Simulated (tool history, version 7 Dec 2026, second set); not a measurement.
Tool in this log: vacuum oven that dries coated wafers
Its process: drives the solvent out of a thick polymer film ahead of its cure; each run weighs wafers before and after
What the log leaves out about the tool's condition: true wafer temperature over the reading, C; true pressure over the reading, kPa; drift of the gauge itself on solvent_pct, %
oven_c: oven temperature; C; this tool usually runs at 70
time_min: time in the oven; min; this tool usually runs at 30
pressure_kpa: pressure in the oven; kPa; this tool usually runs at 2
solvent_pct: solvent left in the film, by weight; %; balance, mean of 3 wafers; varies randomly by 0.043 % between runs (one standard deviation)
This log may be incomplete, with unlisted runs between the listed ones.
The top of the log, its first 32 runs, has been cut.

run	hour	oven_c	time_min	pressure_kpa	hours of work since the thermocouples were calibrated	hours of work since the vacuum gauge was cleaned of residue	solvent_pct
33	2396.7	82	33	2	1090	959	1.15
34	2439.3	82	33	2	1114	983	1.14
35	2540	74	30	3.64	1172	1041	4.03
36	2642.2	56	29	3.62	1231	1100	13.67
37	2727.9	68	25	2	1280	1149	7.21
38	2769.8	68	25	2	1304	1173	7.1
39	2848.9	65	43	4.24	1350	1218	6.84
40	2951.4	76	15	2.3	1408	1277	6.06
41	3042.6	70	30	4.42	1461	1330	6.13
# hour 3073.8: oven's thermocouples calibrated
42	3099.2	70	30	4.42	15	1361	7.14
43	3173	61	19	2	57	1403	13.09
44	3230.1	61	19	2	90	1436	13.21
45	3278.1	61	19	2	117	1464	12.97

Each row is a separate what-if for the run after 45, all from the same tool condition, not one after another. Results?
A	3373.6	61	27	2	172	1518	?
B	3373.6	72	25	5.55	172	1518	?
C	3373.6	61	19	2.98	172	1518	?
D	3373.6	65	43	1.28	172	1518	?

run	solvent_pct
A	11.29
B	7.35
C	13.39
D	5.99
Had the tool no hidden state, the same runs would have come out as:
run	solvent_pct
A	11.13
B	7.25
C	13.26
D	5.77
